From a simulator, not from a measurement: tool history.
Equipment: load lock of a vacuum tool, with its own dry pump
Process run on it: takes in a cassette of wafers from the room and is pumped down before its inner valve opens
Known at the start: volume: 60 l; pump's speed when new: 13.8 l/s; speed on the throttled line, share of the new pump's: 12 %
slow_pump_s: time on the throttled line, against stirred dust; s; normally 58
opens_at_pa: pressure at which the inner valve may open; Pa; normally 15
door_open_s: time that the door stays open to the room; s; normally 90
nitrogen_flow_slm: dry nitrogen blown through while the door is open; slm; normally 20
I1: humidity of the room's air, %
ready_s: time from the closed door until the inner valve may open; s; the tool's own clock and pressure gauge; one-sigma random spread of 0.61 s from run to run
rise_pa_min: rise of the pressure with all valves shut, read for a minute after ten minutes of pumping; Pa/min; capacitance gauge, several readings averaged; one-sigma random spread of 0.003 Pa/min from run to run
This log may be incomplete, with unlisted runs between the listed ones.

Run 1, day 0: usual settings; I1 46.3. Result: ready_s 91.1 s, rise_pa_min 0.606 Pa/min.
Run 2, day 27.125: usual settings; I1 45.1. Result: ready_s 92.2 s, rise_pa_min 0.684 Pa/min.
Run 3, day 40.383: usual settings; I1 46.4. Result: ready_s 90.2 s, rise_pa_min 0.725 Pa/min.
Run 4, day 67.138: usual settings; I1 46.2. Result: ready_s 91.2 s, rise_pa_min 0.798 Pa/min.
Run 5, day 85.975: usual settings but opens_at_pa 20 Pa; I1 43. Result: ready_s 91.1 s, rise_pa_min 0.047 Pa/min.
Run 6, day 111.562: usual settings but door_open_s 60 s; I1 46.3. Result: ready_s 93.3 s, rise_pa_min 0.053 Pa/min.
Run 7, day 137.742: usual settings; I1 44.9. Result: ready_s 93.2 s, rise_pa_min 0.087 Pa/min.
Run 8, day 153.204: usual settings; I1 46. Result: ready_s 94.4 s, rise_pa_min 0.102 Pa/min.
Run 9, day 179.342: usual settings; I1 45.7. Result: ready_s 92.6 s, rise_pa_min 0.123 Pa/min.
Run 10, day 200.092: usual settings; I1 45.7. Result: ready_s 93.1 s, rise_pa_min 0.149 Pa/min.
Run 11, day 223.55: usual settings; I1 43.2. Result: ready_s 94 s, rise_pa_min 0.179 Pa/min.
Run 12, day 246.079: usual settings; I1 43.8. Result: ready_s 92.3 s, rise_pa_min 0.208 Pa/min.
Run 13, day 272.958: usual settings; I1 47.2. Result: ready_s 94.4 s, rise_pa_min 0.253 Pa/min.
Run 14, day 287.292: usual settings; I1 44.4. Result: ready_s 89.2 s, rise_pa_min 0.275 Pa/min.
Run 15, day 307.9: usual settings; I1 44.2. Result: ready_s 89.6 s, rise_pa_min 0.314 Pa/min.
Run 16, day 319.992: usual settings; I1 46.3. Result: ready_s 90.1 s, rise_pa_min 0.332 Pa/min.
Run 17, day 346.642: usual settings; I1 46.6. Result: ready_s 89.3 s, rise_pa_min 0.377 Pa/min.
Run 18, day 368.512: usual settings; I1 45.3. Result: ready_s 90 s, rise_pa_min 0.425 Pa/min.
Run 19, day 391.008: usual settings but opens_at_pa 16 Pa; I1 45.4. Result: ready_s 89.3 s, rise_pa_min 0.481 Pa/min.
Run 20, day 406.6: usual settings but slow_pump_s 34 s, opens_at_pa 25 Pa, door_open_s 75 s; I1 43.8. Result: ready_s 67.5 s, rise_pa_min 0.506 Pa/min.
Run 21, day 421.45: usual settings but slow_pump_s 66 s, opens_at_pa 17 Pa, door_open_s 153 s, nitrogen_flow_slm 26 slm; I1 44.2. Result: ready_s 97.2 s, rise_pa_min 0.548 Pa/min.
Run 22, day 441.588: usual settings but slow_pump_s 45 s, nitrogen_flow_slm 26 slm; I1 43.2. Result: ready_s 78.9 s, rise_pa_min 0.573 Pa/min.
Run 23, day 459.246: usual settings but slow_pump_s 66 s, opens_at_pa 11 Pa, door_open_s 209 s, nitrogen_flow_slm 22 slm; I1 45. Result: ready_s 99.2 s, rise_pa_min 0.65 Pa/min.
Run 24, day 481.383: usual settings but slow_pump_s 66 s, opens_at_pa 11 Pa, door_open_s 209 s, nitrogen_flow_slm 22 slm; I1 43.2. Result: ready_s 99.6 s, rise_pa_min 0.724 Pa/min.
Run 25, day 507.796: usual settings but door_open_s 29 s, nitrogen_flow_slm 40 slm; I1 41.4. Result: ready_s 92.4 s, rise_pa_min 0.021 Pa/min.
Run 26, day 533.192: usual settings but opens_at_pa 19 Pa, door_open_s 40 s, nitrogen_flow_slm 23 slm; I1 44.2. Result: ready_s 89.6 s, rise_pa_min 0.043 Pa/min.
Run 27, day 551.804: usual settings but opens_at_pa 19 Pa, door_open_s 40 s, nitrogen_flow_slm 23 slm; I1 47.2. Result: ready_s 90.5 s, rise_pa_min 0.059 Pa/min.
Run 28, day 574.608: usual settings but opens_at_pa 19 Pa, door_open_s 40 s, nitrogen_flow_slm 23 slm; I1 43.4. Result: ready_s 91 s, rise_pa_min 0.075 Pa/min.
Run 29, day 593.308: usual settings but nitrogen_flow_slm 4 slm; I1 46.3. Result: ready_s 91.3 s, rise_pa_min 0.147 Pa/min.
Run 30, day 618.721: usual settings but door_open_s 102 s, nitrogen_flow_slm 4 slm; I1 43.5. Result: ready_s 91.2 s, rise_pa_min 0.185 Pa/min.
Run 31, day 641.654: usual settings but slow_pump_s 94 s, opens_at_pa 25 Pa, door_open_s 117 s, nitrogen_flow_slm 8 slm; I1 41.8. Result: ready_s 121.3 s, rise_pa_min 0.202 Pa/min.
Run 32, day 665.775: usual settings but slow_pump_s 32 s, door_open_s 28 s; I1 41.8. Result: ready_s 69.7 s, rise_pa_min 0.17 Pa/min.
Run 33, day 693.3: usual settings but slow_pump_s 89 s, opens_at_pa 12 Pa, door_open_s 28 s, nitrogen_flow_slm 7 slm; I1 47.6. Result: ready_s 121.3 s, rise_pa_min 0.23 Pa/min.
Run 34, day 714.146: usual settings but slow_pump_s 56 s; I1 44.6. Result: ready_s 91.5 s, rise_pa_min 0.268 Pa/min.
Run 35, day 728.221: usual settings but slow_pump_s 56 s; I1 47.7. Result: ready_s 91.6 s, rise_pa_min 0.3 Pa/min.
Run 36, day 741.296: usual settings but slow_pump_s 90 s, opens_at_pa 11 Pa, nitrogen_flow_slm 13 slm; I1 41.2. Result: ready_s 123 s, rise_pa_min 0.327 Pa/min.

Missing from the log above: 3 entries noted between runs. For each, name the pair of listed runs it sits between and say how the tool's hidden condition differs from the listed run just before to the listed run just after:
Runs 4 to 5: door's seal changed, seat wiped (day 72.617)
  pump's speed, % of a new pump's: 90.7 -> 90.3; leak at the door's seal, Pa l/s: 0.7472 -> 0.0092
  measured less the result without the state, ready_s: +3.1 -> +3.2 s; rise_pa_min: +0.754 -> +0.007 Pa/min
Runs 13 to 14: dry pump taken out, an overhauled one fitted (day 276.842)
  pump's speed, % of a new pump's: 85.2 -> 100.6; leak at the door's seal, Pa l/s: 0.2066 -> 0.2305
  measured less the result without the state, ready_s: +5.5 -> -0.1 s; rise_pa_min: +0.206 -> +0.231 Pa/min
Runs 24 to 25: door's seal changed, seat wiped (day 493.138)
  pump's speed, % of a new pump's: 95.5 -> 94.8; leak at the door's seal, Pa l/s: 0.645 -> 0.0101
  measured less the result without the state, ready_s: +1.5 -> +1.7 s; rise_pa_min: +0.645 -> +0.008 Pa/min

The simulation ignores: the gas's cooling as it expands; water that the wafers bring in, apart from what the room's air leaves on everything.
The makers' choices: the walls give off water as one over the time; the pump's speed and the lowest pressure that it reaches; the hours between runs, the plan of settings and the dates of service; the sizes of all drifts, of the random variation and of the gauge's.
